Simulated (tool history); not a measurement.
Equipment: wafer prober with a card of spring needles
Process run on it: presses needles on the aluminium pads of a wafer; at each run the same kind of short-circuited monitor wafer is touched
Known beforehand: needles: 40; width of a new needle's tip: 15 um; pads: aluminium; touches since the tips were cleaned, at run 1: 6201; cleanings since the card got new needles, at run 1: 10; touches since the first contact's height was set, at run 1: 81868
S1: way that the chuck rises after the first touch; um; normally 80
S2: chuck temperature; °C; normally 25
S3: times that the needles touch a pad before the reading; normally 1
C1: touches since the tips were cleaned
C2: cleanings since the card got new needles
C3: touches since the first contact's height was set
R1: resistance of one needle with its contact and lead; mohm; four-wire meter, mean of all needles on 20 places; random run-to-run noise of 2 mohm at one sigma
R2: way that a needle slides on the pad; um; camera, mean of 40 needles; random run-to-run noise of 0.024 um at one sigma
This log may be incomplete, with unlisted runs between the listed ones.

run	hour	S1	S2	S3	C1	C2	C3	R1	R2
1	0.0	80	25	1	6201	10	81868	220	21.62
# hour 2.7: tips cleaned on abrasive film
# hour 16.0: tips cleaned on abrasive film
# hour 28.4: tips cleaned on abrasive film
# hour 41.5: tips cleaned on abrasive film
2	43.0	80	25	1	977	14	109552	221	21.72
# hour 53.2: tips cleaned on abrasive film
# hour 66.4: tips cleaned on abrasive film
3	67.6	80	25	1	737	16	125349	219	21.73
# hour 77.5: tips cleaned on abrasive film
# hour 89.2: tips cleaned on abrasive film
4	91.9	80	25	1	1723	18	141017	222	21.70
# hour 100.0: tips cleaned on abrasive film
# hour 113.3: tips cleaned on abrasive film
# hour 120.9: height of the first contact set anew
5	121.6	98	25	1	5163	20	442	218	26.65
# hour 124.3: tips cleaned on abrasive film
# hour 135.0: tips cleaned on abrasive film
# hour 148.3: tips cleaned on abrasive film
# hour 161.6: tips cleaned on abrasive film
6	163.6	98	25	1	1248	24	27433	217	26.64
# hour 174.2: tips cleaned on abrasive film
# hour 187.2: tips cleaned on abrasive film
7	188.8	67	25	1	1042	26	43722	224	18.27
# hour 198.9: tips cleaned on abrasive film
# hour 212.1: tips cleaned on abrasive film
8	213.5	80	25	1	895	28	59586	222	21.79
# hour 224.0: tips cleaned on abrasive film
9	233.2	80	25	1	5947	29	72330	221	21.82
# hour 235.9: tips cleaned on abrasive film
# hour 247.6: tips cleaned on abrasive film
# hour 258.3: tips cleaned on abrasive film
# hour 270.6: tips cleaned on abrasive film
10	273.2	80	25	1	1720	33	98058	221	21.84
# hour 281.3: tips cleaned on abrasive film
# hour 294.1: tips cleaned on abrasive film
11	299.0	80	25	2	3157	35	114668	222	21.88
# hour 306.9: tips cleaned on abrasive film
# hour 318.8: tips cleaned on abrasive film
# hour 332.0: tips cleaned on abrasive film
# hour 342.7: tips cleaned on abrasive film
12	347.0	88	25	2	2808	39	145585	221	24.11
# hour 355.0: tips cleaned on abrasive film
# hour 368.3: tips cleaned on abrasive film
# hour 368.6: height of the first contact set anew
# hour 381.0: tips cleaned on abrasive film
13	389.9	88	25	2	5816	42	13797	223	24.16
# hour 392.7: tips cleaned on abrasive film
# hour 405.7: tips cleaned on abrasive film
# hour 419.0: tips cleaned on abrasive film
14	421.7	88	25	2	1737	45	34233	222	24.10

Predict the results of run 15:
# hour 432.0: tips cleaned on abrasive film
# hour 445.2: tips cleaned on abrasive film
15	450.0	78	48	1	3064	47	52458	?	?

R1: 229 mohm
R2: 21.37 um
Minus the tool's unlogged condition, the same run would have read R1 228 mohm, R2 21.07 um.
